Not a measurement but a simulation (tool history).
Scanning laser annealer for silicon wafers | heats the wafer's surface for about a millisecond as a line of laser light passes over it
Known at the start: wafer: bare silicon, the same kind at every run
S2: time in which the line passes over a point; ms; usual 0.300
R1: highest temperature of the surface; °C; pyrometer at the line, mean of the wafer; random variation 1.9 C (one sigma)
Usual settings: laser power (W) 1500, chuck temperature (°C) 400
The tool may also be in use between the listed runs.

run 1 hour=0.0 | laser_power_(W)=1500 S2=0.300 chuck_temperature_(°C)=400 | R1=1241
run 2 hour=59.2 | laser_power_(W)=1500 S2=0.300 chuck_temperature_(°C)=400 | R1=1244
-- hour=102.1 window over the wafer cleaned
run 3 hour=108.1 | laser_power_(W)=1393 S2=0.300 chuck_temperature_(°C)=400 | R1=1183
run 4 hour=186.3 | laser_power_(W)=1393 S2=0.262 chuck_temperature_(°C)=400 | R1=1128
run 5 hour=229.3 | laser_power_(W)=1393 S2=0.262 chuck_temperature_(°C)=400 | R1=1126
run 6 hour=296.9 | laser_power_(W)=1393 S2=0.262 chuck_temperature_(°C)=400 | R1=1130
run 7 hour=376.6 | laser_power_(W)=1393 S2=0.262 chuck_temperature_(°C)=425 | R1=1151
run 8 hour=438.3 | laser_power_(W)=1393 S2=0.262 chuck_temperature_(°C)=425 | R1=1152
run 9 hour=492.3 | laser_power_(W)=1393 S2=0.262 chuck_temperature_(°C)=425 | R1=1155
run 10 hour=525.0 | laser_power_(W)=1393 S2=0.262 chuck_temperature_(°C)=425 | R1=1157
-- hour=533.9 optics aligned, line set to its width
-- hour=547.4 window over the wafer cleaned
run 11 hour=576.8 | laser_power_(W)=1393 S2=0.262 chuck_temperature_(°C)=425 | R1=1156
run 12 hour=641.6 | laser_power_(W)=1393 S2=0.262 chuck_temperature_(°C)=425 | R1=1154
run 13 hour=704.4 | laser_power_(W)=1393 S2=0.262 chuck_temperature_(°C)=377 | R1=1106
run 14 hour=745.0 | laser_power_(W)=1393 S2=0.262 chuck_temperature_(°C)=377 | R1=1105
run 15 hour=791.9 | laser_power_(W)=1500 S2=0.300 chuck_temperature_(°C)=423 | R1=1262
run 16 hour=849.2 | laser_power_(W)=1500 S2=0.300 chuck_temperature_(°C)=423 | R1=1266
run 17 hour=922.0 | laser_power_(W)=1500 S2=0.300 chuck_temperature_(°C)=423 | R1=1263
-- hour=989.8 window over the wafer cleaned
run 18 hour=1004.7 | laser_power_(W)=1500 S2=0.300 chuck_temperature_(°C)=423 | R1=1264
run 19 hour=1065.6 | laser_power_(W)=1561 S2=0.315 chuck_temperature_(°C)=414 | R1=1316
run 20 hour=1120.4 | laser_power_(W)=1573 S2=0.215 chuck_temperature_(°C)=391 | R1=1133
run 21 hour=1192.8 | laser_power_(W)=1548 S2=0.243 chuck_temperature_(°C)=435 | R1=1210
run 22 hour=1255.2 | laser_power_(W)=1548 S2=0.243 chuck_temperature_(°C)=435 | R1=1210
run 23 hour=1303.1 | laser_power_(W)=1529 S2=0.276 chuck_temperature_(°C)=438 | R1=1261
run 24 hour=1379.1 | laser_power_(W)=1318 S2=0.343 chuck_temperature_(°C)=420 | R1=1214
run 25 hour=1421.0 | laser_power_(W)=1435 S2=0.222 chuck_temperature_(°C)=381 | R1=1065
-- hour=1431.6 window over the wafer cleaned
run 26 hour=1457.7 | laser_power_(W)=1534 S2=0.222 chuck_temperature_(°C)=380 | R1=1114
run 27 hour=1505.3 | laser_power_(W)=1534 S2=0.222 chuck_temperature_(°C)=380 | R1=1115
run 28 hour=1558.7 | laser_power_(W)=1375 S2=0.213 chuck_temperature_(°C)=364 | R1=1010
run 29 hour=1635.5 | laser_power_(W)=1375 S2=0.213 chuck_temperature_(°C)=364 | R1=1009

4 ways to go on from here, each from the tool as it stands after run 29. What would each give?
run A hour=1693.4 | laser_power_(W)=1295 S2=0.228 chuck_temperature_(°C)=407 | R1=?
run B hour=1693.4 | laser_power_(W)=1500 S2=0.276 chuck_temperature_(°C)=400 | R1=?
run C hour=1693.4 | laser_power_(W)=1377 S2=0.376 chuck_temperature_(°C)=429 | R1=?
run D hour=1693.4 | laser_power_(W)=1550 S2=0.300 chuck_temperature_(°C)=438 | R1=?

run=A R1=1038
run=B R1=1206
run=C R1=1301
run=D R1=1306
Without the tool's hidden state the same runs would have given:
run=A R1=1040
run=B R1=1208
run=C R1=1303
run=D R1=1308
